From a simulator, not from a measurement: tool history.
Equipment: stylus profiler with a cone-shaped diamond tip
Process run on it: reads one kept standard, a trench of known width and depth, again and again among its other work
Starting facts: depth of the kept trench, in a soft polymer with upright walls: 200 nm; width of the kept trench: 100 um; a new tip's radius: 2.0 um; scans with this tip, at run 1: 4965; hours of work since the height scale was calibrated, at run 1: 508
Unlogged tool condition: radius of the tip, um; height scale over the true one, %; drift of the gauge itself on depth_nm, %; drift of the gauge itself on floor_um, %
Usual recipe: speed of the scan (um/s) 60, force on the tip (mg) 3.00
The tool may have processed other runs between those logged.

| run | hour | speed of the scan (um/s) | force on the tip (mg) | scans with this tip | hours of work since the height scale was calibrated | depth of the trench (angstrom) | width of the trench's floor (µm) |
|---|---|---|---|---|---|---|---|
| 1 | 0.0 | 60 | 3.00 | 4965 | 508 | 2028.2 | 97.33 |
| 2 | 38.2 | 77 | 3.00 | 5211 | 533 | 2028.5 | 97.21 |
| 3 | 82.5 | 77 | 3.00 | 5495 | 562 | 2028.0 | 97.15 |
| 4 | 135.9 | 77 | 3.00 | 5839 | 598 | 2028.4 | 97.15 |
| 5 | 180.6 | 60 | 3.00 | 6126 | 627 | 2028.5 | 97.20 |
| 6 | 253.4 | 60 | 4.58 | 6594 | 675 | 2037.7 | 97.22 |
| 7 | 309.9 | 60 | 3.00 | 6957 | 712 | 2028.6 | 97.13 |
| 8 | 366.5 | 60 | 3.00 | 7321 | 749 | 2029.0 | 97.08 |
| 9 | 404.4 | 60 | 3.00 | 7564 | 774 | 2028.7 | 97.01 |
| 10 | 457.6 | 60 | 3.00 | 7906 | 809 | 2028.6 | 97.02 |
| 11 | 494.2 | 60 | 3.00 | 8141 | 833 | 2029.4 | 97.03 |
| 12 | 552.9 | 60 | 3.00 | 8519 | 872 | 2029.1 | 96.98 |
| 13 | 590.4 | 60 | 3.00 | 8760 | 896 | 2028.8 | 96.99 |
| 14 | 625.2 | 60 | 3.00 | 8983 | 919 | 2029.1 | 96.99 |
| 15 | 687.1 | 60 | 3.00 | 9381 | 960 | 2029.1 | 96.94 |
| 16 | 739.2 | 60 | 1.79 | 9716 | 994 | 2021.8 | 96.82 |
|  | 774.1 | new tip fitted, height scale calibrated |
| 17 | 794.2 | 60 | 1.79 | 129 | 13 | 2019.3 | 97.79 |
| 18 | 836.5 | 60 | 1.79 | 401 | 41 | 2019.3 | 97.78 |
| 19 | 881.7 | 60 | 3.65 | 691 | 71 | 2031.0 | 97.87 |
| 20 | 954.1 | 60 | 3.65 | 1157 | 118 | 2031.0 | 97.78 |
| 21 | 1014.4 | 60 | 3.65 | 1544 | 158 | 2031.1 | 97.74 |
| 22 | 1050.9 | 32 | 3.00 | 1779 | 182 | 2027.8 | 97.86 |
| 23 | 1119.4 | 39 | 3.34 | 2219 | 227 | 2029.6 | 97.74 |
| 24 | 1161.9 | 39 | 3.34 | 2492 | 255 | 2029.1 | 97.73 |
| 25 | 1232.6 | 42 | 2.99 | 2947 | 302 | 2027.8 | 97.65 |
| 26 | 1285.3 | 42 | 2.99 | 3286 | 336 | 2028.0 | 97.65 |
| 27 | 1345.3 | 42 | 2.99 | 3671 | 376 | 2028.0 | 97.50 |
| 28 | 1389.9 | 42 | 2.99 | 3958 | 405 | 2027.8 | 97.58 |
| 29 | 1452.2 | 135 | 1.76 | 4358 | 446 | 2019.9 | 96.79 |
| 30 | 1486.9 | 135 | 1.76 | 4581 | 469 | 2020.2 | 96.70 |
| 31 | 1532.9 | 181 | 6.04 | 4877 | 499 | 2044.3 | 97.02 |
| 32 | 1606.3 | 24 | 1.89 | 5348 | 547 | 2021.0 | 97.47 |
| 33 | 1665.2 | 24 | 1.78 | 5727 | 586 | 2020.7 | 97.38 |
| 34 | 1696.1 | 62 | 7.17 | 5926 | 606 | 2050.1 | 97.34 |
| 35 | 1760.1 | 76 | 1.68 | 6337 | 649 | 2020.0 | 96.92 |
| 36 | 1805.7 | 23 | 6.67 | 6630 | 679 | 2047.8 | 97.37 |
| 37 | 1848.2 | 23 | 6.67 | 6903 | 706 | 2047.7 | 97.40 |
| 38 | 1886.4 | 26 | 3.00 | 7149 | 732 | 2028.7 | 97.28 |
| 39 | 1929.0 | 17 | 1.63 | 7423 | 760 | 2020.0 | 97.25 |
| 40 | 1970.5 | 17 | 3.84 | 7689 | 787 | 2034.3 | 97.28 |
| 41 | 2004.6 | 49 | 4.03 | 7909 | 809 | 2035.1 | 97.10 |

Branching from run 41: 4 alternative next runs. What would each branch give?
| A | 2073.8 | 130 | 2.12 | 8353 | 855 | ? | ? |
| B | 2073.8 | 51 | 1.19 | 8353 | 855 | ? | ? |
| C | 2073.8 | 60 | 2.33 | 8353 | 855 | ? | ? |
| D | 2073.8 | 42 | 1.75 | 8353 | 855 | ? | ? |

| run | depth of the trench (angstrom) | width of the trench's floor (µm) |
|---|---|---|
| A | 2023.3 | 96.54 |
| B | 2017.2 | 96.86 |
| C | 2024.9 | 96.99 |
| D | 2021.2 | 97.00 |
With no hidden state in the tool, these same runs would have given:
| run | depth of the trench (angstrom) | width of the trench's floor (µm) |
|---|---|---|
| A | 2020.9 | 97.48 |
| B | 2014.8 | 97.80 |
| C | 2022.5 | 97.93 |
| D | 2018.8 | 97.94 |
